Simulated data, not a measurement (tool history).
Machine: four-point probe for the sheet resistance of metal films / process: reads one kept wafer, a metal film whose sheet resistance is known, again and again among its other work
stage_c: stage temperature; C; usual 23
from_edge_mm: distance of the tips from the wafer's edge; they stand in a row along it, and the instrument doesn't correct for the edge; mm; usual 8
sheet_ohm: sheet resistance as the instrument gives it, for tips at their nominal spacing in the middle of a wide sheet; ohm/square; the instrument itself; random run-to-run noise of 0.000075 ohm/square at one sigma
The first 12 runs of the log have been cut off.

run   hour  stage_c  from_edge_mm  sheet_ohm
 13  512.4       23             9   0.377797
 14  537.8       26             8   0.378656
 15  585.6       26             8    0.37893
 16  618.7       23             8   0.378598
 17    653       23             8   0.378615
 18  700.4       23             5   0.383458
 19  740.8       23             8   0.378851
 20  786.7       23             8   0.378887
 21  818.5       23             8   0.378946
 22  866.1       23            11   0.377555
 23    908       23            11    0.37756

Run 24 is up next; what results do you expect?
 24  944.8       23            15          ?

{"run 24": {"sheet_ohm": 0.376796}}
On a tool with no hidden condition, and with the same random variation, this run would have come out at sheet_ohm 0.374492 ohm/square.

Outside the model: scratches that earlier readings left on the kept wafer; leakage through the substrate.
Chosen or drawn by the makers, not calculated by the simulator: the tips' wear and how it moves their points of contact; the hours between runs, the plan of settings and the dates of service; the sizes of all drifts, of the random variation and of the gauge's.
